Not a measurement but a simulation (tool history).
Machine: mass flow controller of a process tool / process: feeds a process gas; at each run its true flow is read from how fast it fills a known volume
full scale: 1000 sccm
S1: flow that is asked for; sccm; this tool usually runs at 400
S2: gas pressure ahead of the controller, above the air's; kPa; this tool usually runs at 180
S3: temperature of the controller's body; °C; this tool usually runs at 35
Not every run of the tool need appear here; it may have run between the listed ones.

Run 1, hour 0: usual settings. Result: true flow (%) 100.91.
Run 2, hour 57.1: usual settings but S3 40 °C. Result: true flow (%) 100.72.
Run 3, hour 133.9: usual settings but S3 40 °C. Result: true flow (%) 100.83.
Run 4, hour 214.3: usual settings but S3 40 °C. Result: true flow (%) 100.92.
Run 5, hour 285.1: usual settings but S1 180 sccm. Result: true flow (%) 102.37.
Run 6, hour 396: usual settings but S1 180 sccm. Result: true flow (%) 102.48.
Run 7, hour 512: usual settings but S1 180 sccm. Result: true flow (%) 102.62.
Run 8, hour 590.1: usual settings. Result: true flow (%) 101.19.
Run 9, hour 708.2: usual settings. Result: true flow (%) 101.22.
Run 10, hour 809.6: usual settings. Result: true flow (%) 101.2.
Run 11, hour 867.2: usual settings. Result: true flow (%) 101.24.
Run 12, hour 949.5: usual settings but S1 211 sccm, S3 29 °C. Result: true flow (%) 102.7.
Run 13, hour 1001.7: usual settings but S1 346 sccm, S3 22 °C. Result: true flow (%) 101.82.
Run 14, hour 1085.3: usual settings but S1 171 sccm, S2 211 kPa, S3 34 °C. Result: true flow (%) 103.17.
Run 15, hour 1194.3: usual settings but S1 171 sccm, S2 161 kPa, S3 34 °C. Result: true flow (%) 103.62.
Run 16, hour 1292.9: usual settings but S1 127 sccm, S2 140 kPa, S3 37 °C. Result: true flow (%) 105.04.
Run 17, hour 1378.2: usual settings but S1 435 sccm. Result: true flow (%) 101.53.
Run 18, hour 1441.1: usual settings but S1 236 sccm, S3 20 °C. Result: true flow (%) 102.86.
Run 19, hour 1524.1: usual settings but S1 236 sccm, S3 20 °C. Result: true flow (%) 103.09.
Run 20, hour 1578.3: usual settings but S1 236 sccm, S3 20 °C. Result: true flow (%) 103.1.

3 options for the next run, each taken on its own from the tool as it stands now. Forecast them:
Run A, hour 1639.1: usual settings but S1 355 sccm, S2 185 kPa, S3 37 °C. Result: true flow (%) ?.
Run B, hour 1639.1: usual settings but S1 236 sccm, S2 249 kPa, S3 23 °C. Result: true flow (%) ?.
Run C, hour 1639.1: usual settings but S1 225 sccm, S3 20 °C. Result: true flow (%) ?.

run  true flow (%)
  A         101.74
  B         102.57
  C         103.28
What these runs would have given with no unlogged condition in the tool:
run  true flow (%)
  A          98.94
  B          98.69
  C          99.24

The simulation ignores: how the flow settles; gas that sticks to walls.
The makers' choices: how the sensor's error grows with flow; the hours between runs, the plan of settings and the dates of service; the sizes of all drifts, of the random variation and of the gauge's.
